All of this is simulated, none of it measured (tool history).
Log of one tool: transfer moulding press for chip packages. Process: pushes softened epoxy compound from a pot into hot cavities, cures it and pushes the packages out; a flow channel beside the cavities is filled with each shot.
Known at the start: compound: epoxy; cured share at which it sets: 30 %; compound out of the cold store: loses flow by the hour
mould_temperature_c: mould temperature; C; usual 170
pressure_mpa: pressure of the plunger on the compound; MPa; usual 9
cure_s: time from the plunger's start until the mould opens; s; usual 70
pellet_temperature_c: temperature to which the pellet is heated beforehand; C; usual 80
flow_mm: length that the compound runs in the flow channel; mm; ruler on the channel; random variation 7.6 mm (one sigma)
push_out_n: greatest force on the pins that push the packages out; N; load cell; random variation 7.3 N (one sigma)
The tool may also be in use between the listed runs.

run,hour,mould_temperature_c,pressure_mpa,cure_s,pellet_temperature_c,incoming compound's hours out of the cold store,flow_mm,push_out_n
1,0,170,9,70,80,31.9,836,322
2,8.2,170,9,70,80,11.8,925,392
3,18.6,170,9,70,80,12.2,918,474
4,30.2,170,9,70,80,41.4,795,485
5,40.4,170,9,70,80,44.4,791,513
6,48.2,170,9,70,80,24.8,853,640
7,53.3,170,9,70,80,8.3,939,655
8,58.3,170,9,70,80,34,834,637
9,68.7,170,9,70,80,26.4,839,653
10,80,162,9,70,80,33.8,851,552
11,86.2,162,9,70,80,35.7,824,671
12,92.2,170,9,70,83,26.2,856,419
13,101.3,170,9,70,83,20.4,869,481
14,110.8,163,9,70,80,33.4,845,796
15,118.7,163,9,70,80,13.5,917,914
16,128.9,170,6.97,71,80,17.5,767,351
17,134.1,165,7.04,70,80,10.8,813,526
18,139.9,165,9.96,70,85,21.1,913,570
19,148.1,165,9.96,70,85,29.9,867,610
20,159.7,169,9,55,80,33.1,810,849
21,168.3,175,7.96,56,79,15.7,827,589
22,178.8,169,8.66,73,80,41.2,759,353
23,187,169,7.11,68,80,8.6,821,456
24,194.3,169,6.96,76,80,37.1,681,419
25,205.1,174,6.96,57,80,16.9,755,548
26,213.5,171,8.83,73,72,32.8,787,496
27,223.2,170,10.27,70,70,22.7,907,330
28,234,164,9,70,80,39.6,772,567

Taken out of this log: 5 entries between the listed runs. Where each belongs, and how the hidden state differs across it:
Between runs 5 and 6: cavities cleaned with cleaning compound and waxed (hour 47)
  pressure that reaches the compound, % of what is set: 89.84 -> 89.58; grip of the stained cavities, % over clean ones': 76 -> 113.4
  measured less the result without the state, flow_mm: -45 -> -50 mm; push_out_n: +216 -> +337 N
Between runs 9 and 10: cavities cleaned with cleaning compound and waxed, once more (hour 74.9)
  true mould temperature over the reading, C: 0.46 -> 0.47; pressure that reaches the compound, % of what is set: 88.8 -> 88.41; grip of the stained cavities, % over clean ones': 110.9 -> 15.1
  measured less the result without the state, flow_mm: -52 -> -56 mm; push_out_n: +335 -> +53 N
Between runs 15 and 16: cavities cleaned with cleaning compound and waxed (hour 123.6)
  pressure that reaches the compound, % of what is set: 86.93 -> 86.6; grip of the stained cavities, % over clean ones': 78.8 -> 17.1
  measured less the result without the state, flow_mm: -69 -> -59 mm; push_out_n: +379 -> +45 N
Between runs 21 and 22: cavities cleaned with cleaning compound and waxed (hour 172.4)
  true mould temperature over the reading, C: 0.51 -> 0.52; pressure that reaches the compound, % of what is set: 85.06 -> 84.73; grip of the stained cavities, % over clean ones': 78.4 -> 17.7
  measured less the result without the state, flow_mm: -71 -> -67 mm; push_out_n: +250 -> +48 N
Between runs 26 and 27: cavities cleaned with cleaning compound and waxed (hour 220.9)
  true mould temperature over the reading, C: 0.53 -> 0.54; pressure that reaches the compound, % of what is set: 83.37 -> 83.03; grip of the stained cavities, % over clean ones': 74.5 -> 7.1
  measured less the result without the state, flow_mm: -77 -> -90 mm; push_out_n: +206 -> +15 N

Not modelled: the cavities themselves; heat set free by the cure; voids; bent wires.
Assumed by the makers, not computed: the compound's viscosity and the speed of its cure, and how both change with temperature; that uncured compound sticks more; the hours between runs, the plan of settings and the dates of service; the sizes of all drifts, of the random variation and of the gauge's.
